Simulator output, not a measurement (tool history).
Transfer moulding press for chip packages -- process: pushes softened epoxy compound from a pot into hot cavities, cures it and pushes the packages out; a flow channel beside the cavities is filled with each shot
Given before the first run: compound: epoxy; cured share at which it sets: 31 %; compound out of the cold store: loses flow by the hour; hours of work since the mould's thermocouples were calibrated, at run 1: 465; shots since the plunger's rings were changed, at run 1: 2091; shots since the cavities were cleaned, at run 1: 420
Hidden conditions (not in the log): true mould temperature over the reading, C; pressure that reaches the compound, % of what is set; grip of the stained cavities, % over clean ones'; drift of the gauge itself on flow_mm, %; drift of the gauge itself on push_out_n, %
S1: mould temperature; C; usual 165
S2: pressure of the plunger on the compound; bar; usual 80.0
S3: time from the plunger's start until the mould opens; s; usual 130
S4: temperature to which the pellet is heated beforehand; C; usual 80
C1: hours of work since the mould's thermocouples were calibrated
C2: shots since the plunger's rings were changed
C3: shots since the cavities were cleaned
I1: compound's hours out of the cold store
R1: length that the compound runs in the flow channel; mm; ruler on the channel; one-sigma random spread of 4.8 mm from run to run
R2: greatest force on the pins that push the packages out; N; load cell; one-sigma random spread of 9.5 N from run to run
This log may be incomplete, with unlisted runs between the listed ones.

run,hour,S1,S2,S3,S4,C1,C2,C3,I1,R1,R2
1,0.0,165,80.0,130,80,465,2091,420,44.5,510,569
2,17.3,157,80.0,130,80,478,2266,595,10.2,589,1061
3,27.2,157,80.0,130,80,485,2367,696,30.0,555,1045
4,40.2,157,80.0,130,80,494,2499,828,31.9,548,1059
# hour 47.4: cavities cleaned with cleaning compound and waxed
5,52.4,157,80.0,130,80,502,2608,51,12.1,583,769
6,64.7,157,80.0,130,80,511,2733,176,27.8,548,843
7,74.8,157,80.0,130,80,518,2835,278,12.7,585,933
8,90.0,157,84.4,130,80,529,2989,432,35.2,549,896
9,101.9,157,84.4,130,80,538,3110,553,18.1,583,1051
10,110.2,157,84.4,130,80,544,3194,637,40.2,526,1012
# hour 118.6: mould's thermocouples calibrated
11,125.0,157,84.4,130,80,5,3323,766,24.8,569,977
# hour 138.7: cavities cleaned with cleaning compound and waxed
12,140.9,157,84.4,130,80,15,3470,23,11.4,596,726
13,151.2,165,80.0,130,80,23,3574,127,11.9,550,500
14,163.1,165,80.0,130,80,31,3695,248,42.0,492,514
15,173.6,165,80.0,130,80,39,3802,355,41.6,492,546
16,185.4,168,67.5,146,80,47,3921,474,45.7,435,537
17,195.3,165,66.8,130,84,55,4022,575,36.7,455,593
18,207.0,165,66.8,130,84,63,4141,694,44.6,441,631
19,224.7,165,80.0,134,81,76,4320,873,25.6,515,634
# hour 227.9: cavities cleaned with cleaning compound and waxed
20,233.5,165,80.0,134,81,81,4394,57,43.1,482,447
21,242.4,165,80.0,142,78,88,4484,147,10.3,544,476
22,257.6,172,80.0,142,80,99,4638,301,23.9,507,496
23,273.5,170,60.6,142,87,110,4799,462,47.3,400,552
24,282.0,170,60.6,142,87,117,4886,549,25.2,441,557
25,298.6,164,95.9,129,88,129,5054,717,38.0,525,623
26,314.1,159,80.0,130,80,140,5211,874,40.2,500,858
# hour 317.5: cavities cleaned with cleaning compound and waxed
27,333.2,159,71.3,129,71,153,5390,160,29.0,483,703
28,341.6,164,80.0,130,73,159,5476,246,17.6,519,551
29,356.4,164,80.0,130,73,170,5626,396,15.6,520,608

Take each entry between the runs: how does the hidden state at the last listed run before it differ from the hidden state at the first listed run after it?
Run 4 -> run 5: cavities cleaned with cleaning compound and waxed (hour 47.4)
  true mould temperature over the reading, C: -1.01 -> -1.03; pressure that reaches the compound, % of what is set: 90.1 -> 89.68; grip of the stained cavities, % over clean ones': 48.1 -> 5.9
  measured value less the no-hidden-state value, R1: -26 -> -30 mm; R2: +401 -> +106 N
Run 10 -> run 11: mould's thermocouples calibrated (hour 118.6)
  true mould temperature over the reading, C: -1.11 -> -0.14; pressure that reaches the compound, % of what is set: 87.41 -> 86.88; grip of the stained cavities, % over clean ones': 41.4 -> 45.7
  measured value less the no-hidden-state value, R1: -34 -> -41 mm; R2: +356 -> +314 N
Run 11 -> run 12: cavities cleaned with cleaning compound and waxed (hour 138.7)
  true mould temperature over the reading, C: -0.14 -> -0.16; pressure that reaches the compound, % of what is set: 86.88 -> 86.34; grip of the stained cavities, % over clean ones': 45.7 -> 3.9
  measured value less the no-hidden-state value, R1: -41 -> -45 mm; R2: +314 -> +37 N
Run 19 -> run 20: cavities cleaned with cleaning compound and waxed (hour 227.9)
  true mould temperature over the reading, C: -0.29 -> -0.3; pressure that reaches the compound, % of what is set: 83 -> 82.7; grip of the stained cavities, % over clean ones': 49.4 -> 4.8
  measured value less the no-hidden-state value, R1: -50 -> -47 mm; R2: +212 -> +23 N
Run 26 -> run 27: cavities cleaned with cleaning compound and waxed (hour 317.5)
  true mould temperature over the reading, C: -0.42 -> -0.44; pressure that reaches the compound, % of what is set: 79.6 -> 78.87; grip of the stained cavities, % over clean ones': 48.3 -> 16.1
  measured value less the no-hidden-state value, R1: -58 -> -59 mm; R2: +294 -> +116 N
